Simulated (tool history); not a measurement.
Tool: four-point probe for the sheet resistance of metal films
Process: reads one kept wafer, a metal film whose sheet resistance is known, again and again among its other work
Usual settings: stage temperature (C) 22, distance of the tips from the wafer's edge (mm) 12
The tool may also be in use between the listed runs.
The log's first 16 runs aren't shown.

run	hour	stage temperature (C)	distance of the tips from the wafer's edge (mm)	touches since the probe head was changed	hours of work since the stage's thermometer was calibrated	sheet resistance as the instrument gives it (ohm/square)
17	205.8	34	26	6881	735	2.455439
18	213.2	34	26	7057	738	2.456296
19	230.3	34	26	7473	745	2.456314
20	244.2	30	71	7809	751	2.461888
21	254.4	29	52	8056	755	2.464228
22	266.3	22	6	8344	760	2.537397
23	274.6	33	6	8546	764	2.514065
24	289.2	33	6	8898	770	2.512884
25	304.3	19	72	9265	776	2.485979
26	321.8	19	72	9688	784	2.485854
27	337.4	34	12	10064	790	2.468107
28	354.7	23	63	10483	797	2.477413
29	365.9	28	39	10756	802	2.466969
30	380.6	19	5	11111	808	2.567918
31	396.5	29	5	11497	815	2.54663
32	404.5	28	54	11689	818	2.466561

3 ways to go on from here, each from the tool as it stands after run 32. What would each give?
A	421.1	29	44	12090	825	?
B	421.1	32	24	12090	825	?
C	421.1	20	54	12090	825	?

run	sheet resistance as the instrument gives it (ohm/square)
A	2.464641
B	2.461439
C	2.484361
Without the tool's hidden state the same runs would have given:
run	sheet resistance as the instrument gives it (ohm/square)
A	2.464634
B	2.461432
C	2.484353
